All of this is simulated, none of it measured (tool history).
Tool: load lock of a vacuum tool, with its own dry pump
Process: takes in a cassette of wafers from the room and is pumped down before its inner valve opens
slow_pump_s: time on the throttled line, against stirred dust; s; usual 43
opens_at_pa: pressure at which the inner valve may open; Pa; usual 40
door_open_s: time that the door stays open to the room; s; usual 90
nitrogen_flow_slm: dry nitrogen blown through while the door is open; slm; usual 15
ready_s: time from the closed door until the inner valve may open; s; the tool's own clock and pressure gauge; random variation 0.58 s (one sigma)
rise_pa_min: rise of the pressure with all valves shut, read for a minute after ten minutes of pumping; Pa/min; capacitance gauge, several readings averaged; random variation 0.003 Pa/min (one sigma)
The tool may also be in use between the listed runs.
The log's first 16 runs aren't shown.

run	hour	slow_pump_s	opens_at_pa	door_open_s	nitrogen_flow_slm	incoming humidity of the room's air, %	ready_s	rise_pa_min
17	1353.8	47	40	90	6	45	86.2	0.298
18	1461.5	57	47	119	9	46.2	90.6	0.293
19	1569.7	45	47	119	9	41.1	83.6	0.301
20	1624.6	35	40	90	15	47.1	77.6	0.293
21	1701.3	43	40	70	29	48	84	0.282
22	1801.8	33	40	153	21	42.8	75.2	0.302
23	1877	33	40	153	21	43.1	75.8	0.308
24	1942.2	43	40	103	28	41.4	82.2	0.296
25	2052.2	86	37	103	8	42.4	114	0.312
26	2130.3	66	46	227	5	44.9	99.2	0.346
27	2245.6	66	46	227	5	45.5	98.2	0.34
28	2300.8	35	40	31	15	42.8	78.1	0.307
29	2354.1	35	40	31	15	44.6	77.7	0.31
30	2444.1	41	31	90	45	45.9	83.7	0.308
31	2550.3	27	40	129	5	45.2	72.1	0.34
32	2619	43	40	90	15	40.5	82.8	0.325

Forecast each of these 4 alternatives for the next run:
A	2667.1	30	43	90	43	44.5	?	?
B	2667.1	43	40	173	15	41.2	?	?
C	2667.1	79	71	125	15	42.7	?	?
D	2667.1	25	41	90	15	44.2	?	?

run	ready_s	rise_pa_min
A	74.2	0.324
B	82.4	0.334
C	105.3	0.338
D	70.4	0.336
Without the tool's hidden state the same runs would have given:
run	ready_s	rise_pa_min
A	73.4	0.03
B	81.7	0.049
C	104.8	0.047
D	69.5	0.044
